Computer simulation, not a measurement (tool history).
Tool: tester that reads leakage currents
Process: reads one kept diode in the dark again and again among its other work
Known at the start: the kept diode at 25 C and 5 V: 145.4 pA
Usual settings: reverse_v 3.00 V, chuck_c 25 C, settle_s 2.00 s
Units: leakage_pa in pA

run,hour,reverse_v,chuck_c,settle_s,leakage_pa
1,0.0,3.00,25,2.00,144.44
2,32.5,3.00,25,2.00,145.85
3,64.2,3.00,25,2.00,146.56
4,86.2,1.41,25,2.00,114.69
5,105.5,3.00,25,2.00,147.84
# hour 128.3: chuck's temperature calibrated
6,132.9,3.00,25,2.00,128.66
7,160.0,3.00,25,2.00,129.90
8,189.4,3.00,25,2.00,130.15
9,217.7,3.00,25,2.00,131.32
10,247.7,4.40,25,1.02,150.09
11,263.4,11.66,22,2.00,170.90
12,288.9,11.66,22,2.00,172.24
13,317.5,1.30,45,2.00,440.97
14,342.5,4.33,25,2.00,152.98
15,370.1,4.33,25,2.00,153.40
16,391.2,1.99,25,4.94,117.50

Forecast each of these 4 alternatives for the next run:
A,418.8,1.03,25,0.58,?
B,418.8,2.09,25,2.00,?
C,418.8,1.99,25,4.70,?
D,418.8,6.74,59,0.61,?

run,leakage_pa
A,96.03
B,120.65
C,118.58
D,1920.26
Without the tool's hidden state the same runs would have given:
run,leakage_pa
A,89.23
B,110.89
C,109.08
D,1823.27
